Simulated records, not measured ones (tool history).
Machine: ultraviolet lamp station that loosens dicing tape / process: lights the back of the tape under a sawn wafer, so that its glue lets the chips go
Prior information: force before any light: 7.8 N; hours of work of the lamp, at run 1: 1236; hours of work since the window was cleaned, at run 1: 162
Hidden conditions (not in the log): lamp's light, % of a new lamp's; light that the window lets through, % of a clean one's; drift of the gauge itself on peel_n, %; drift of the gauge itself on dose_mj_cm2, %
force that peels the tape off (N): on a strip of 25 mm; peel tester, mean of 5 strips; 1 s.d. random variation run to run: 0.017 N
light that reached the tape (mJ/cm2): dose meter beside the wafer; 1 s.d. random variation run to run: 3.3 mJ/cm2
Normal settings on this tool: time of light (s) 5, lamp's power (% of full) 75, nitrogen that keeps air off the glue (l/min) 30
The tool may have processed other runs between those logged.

run    hour  time of light (s)  lamp's power (% of full)  nitrogen that keeps air off the glue (l/min)  hours of work of the lamp  hours of work since the window was cleaned  force that peels the tape off (N)  light that reached the tape (mJ/cm2)
  1     0.0                  5                        75                                            30                       1236                                         162                              1.408                                   400
  2    48.0                  5                        92                                            30                       1265                                         191                              1.069                                   484
  3    80.6                  5                        92                                            30                       1285                                         211                              1.047                                   476
  4   111.7                  5                        75                                            55                       1304                                         229                              1.227                                   386
  5   151.6                  5                        75                                            55                       1328                                         253                              1.307                                   373
  6   189.6                  5                        75                                            30                       1350                                         276                              1.579                                   365
      206.1  -- window cleaned of glue's vapour
  7   227.3                  5                        75                                            30                       1373                                          13                              1.291                                   421
  8   252.8                  5                        75                                            30                       1388                                          28                              1.326                                   419
  9   276.7                  5                        75                                            30                       1402                                          42                              1.387                                   415
 10   303.0                  5                        75                                            30                       1418                                          58                              1.391                                   413
 11   336.0                  5                        75                                            30                       1438                                          78                              1.394                                   408
 12   385.0                  5                        75                                            15                       1467                                         107                              1.940                                   395
 13   406.9                  5                        75                                            14                       1481                                         121                              1.978                                   391
 14   429.7                  5                        75                                            14                       1494                                         134                              2.028                                   385
 15   465.2                  5                        75                                            14                       1516                                         156                              2.049                                   380
 16   516.0                  5                        75                                            14                       1546                                         186                              2.072                                   376
 17   556.3                  5                        75                                            14                       1570                                         210                              2.249                                   365
 18   604.0                  5                        75                                            30                       1599                                         239                              1.765                                   350
 19   640.9                  2                        75                                            30                       1621                                         261                              4.369                                   138
      684.0  -- window cleaned of glue's vapour
 20   684.0                  2                        71                                            30                       1647                                           0                              4.013                                   152
 21   722.9                  7                        75                                            30                       1670                                          23                              0.764                                   556
 22   747.2                  3                        75                                            13                       1685                                          38                              3.357                                   237
 23   784.2                  3                        85                                            28                       1707                                          60                              2.654                                   261
 24   818.6                  3                        85                                            28                       1727                                          81                              2.684                                   256
 25   854.2                  3                        85                                            28                       1749                                         102                              2.624                                   256
 26   900.5                  7                        80                                            21                       1777                                         130                              0.961                                   549
 27   945.5                  8                        92                                            19                       1804                                         157                              0.581                                   696
 28   973.4                  5                        92                                            10                       1820                                         174                              1.891                                   430
 29  1005.9                  3                        75                                            41                       1840                                         193                              2.919                                   212
     1019.3  -- lamp changed
 30  1044.0                  3                        75                                            41                         15                                         216                              2.220                                   282
 31  1081.5                  4                        68                                            50                         37                                         238                              1.605                                   337
 32  1128.3                  5                        93                                            23                         65                                         266                              0.865                                   557
 33  1152.1                  5                        93                                            23                         80                                         280                              0.894                                   549
     1162.8  -- window cleaned of glue's vapour
 34  1200.8                  5                        89                                            15                        109                                          23                              0.908                                   607
 35  1226.3                  8                        99                                            11                        124                                          38                              0.294                                  1078
 36  1263.9                  8                        66                                            26                        147                                          61                              0.463                                   696
 37  1303.7                  5                        79                                            13                        170                                          85                              1.399                                   518
 38  1324.7                  5                        79                                            13                        183                                          97                              1.389                                   514
 39  1367.9                  5                        79                                            13                        209                                         123                              1.409                                   505
 40  1398.6                  5                        79                                            13                        227                                         142                              1.479                                   503
 41  1430.4                  2                        62                                            28                        247                                         161                              4.031                                   156

Per-run results on a tool with no hidden state, each run keeping its own random variation:
run  force that peels the tape off (N)  light that reached the tape (mJ/cm2)
  1                              0.819                                   535
  2                              0.541                                   660
  3                              0.508                                   660
  4                              0.618                                   541
  5                              0.634                                   534
  6                              0.796                                   534
  7                              0.824                                   534
  8                              0.829                                   536
  9                              0.850                                   537
 10                              0.837                                   539
 11                              0.821                                   541
 12                              1.191                                   537
 13                              1.209                                   536
 14                              1.221                                   534
 15                              1.206                                   536
 16                              1.183                                   543
 17                              1.252                                   538
 18                              0.850                                   529
 19                              3.180                                   212
 20                              3.248                                   201
 21                              0.372                                   750
 22                              2.509                                   323
 23                              1.750                                   362
 24                              1.744                                   361
 25                              1.673                                   365
 26                              0.402                                   800
 27                              0.207                                  1035
 28                              0.955                                   651
 29                              1.769                                   325
 30                              1.839                                   324
 31                              1.239                                   393
 32                              0.581                                   667
 33                              0.587                                   663
 34                              0.837                                   632
 35                              0.258                                  1133
 36                              0.393                                   742
 37                              1.209                                   563
 38                              1.182                                   563
 39                              1.164                                   563
 40                              1.194                                   568
 41                              3.666                                   179
